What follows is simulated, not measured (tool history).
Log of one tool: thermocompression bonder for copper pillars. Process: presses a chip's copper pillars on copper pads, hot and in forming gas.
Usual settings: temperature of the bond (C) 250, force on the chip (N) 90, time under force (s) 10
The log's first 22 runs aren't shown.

| run | hour | temperature of the bond (C) | force on the chip (N) | time under force (s) | force that shears a chip off (N) |
|---|---|---|---|---|---|
| 23 | 428.7 | 254 | 90 | 10 | 119.1 |
| 24 | 442.5 | 254 | 129 | 5 | 112.9 |
| 25 | 458.7 | 249 | 88 | 6 | 99.1 |
| 26 | 474.4 | 249 | 88 | 6 | 99.0 |
| 27 | 496.5 | 250 | 90 | 10 | 114.8 |
| 28 | 523.3 | 266 | 60 | 23 | 134.9 |
| 29 | 547.7 | 267 | 60 | 6 | 101.1 |
| 30 | 561.4 | 267 | 60 | 18 | 130.3 |
| 31 | 583.3 | 257 | 59 | 10 | 106.0 |
| 32 | 596.9 | 257 | 59 | 10 | 104.1 |
| 33 | 617.7 | 245 | 80 | 14 | 113.6 |
| 34 | 637.2 | 245 | 80 | 14 | 114.4 |
| 35 | 649.5 | 245 | 80 | 14 | 113.6 |
| 36 | 669.7 | 255 | 80 | 7 | 105.2 |
| 37 | 684.2 | 226 | 80 | 24 | 107.6 |
| 38 | 698.2 | 250 | 61 | 9 | 95.9 |
| 39 | 710.7 | 250 | 61 | 9 | 95.8 |
| 40 | 723.9 | 250 | 61 | 9 | 95.4 |

3 ways to go on from here, each from the tool as it stands after run 40. What would each give?
| A | 738.0 | 250 | 90 | 6 | ? |
| B | 738.0 | 270 | 128 | 10 | ? |
| C | 738.0 | 250 | 119 | 14 | ? |

| run | force that shears a chip off (N) |
|---|---|
| A | 99.5 |
| B | 139.2 |
| C | 132.3 |
Without the tool's hidden state the same runs would have given:
| run | force that shears a chip off (N) |
|---|---|
| A | 101.2 |
| B | 141.7 |
| C | 134.6 |
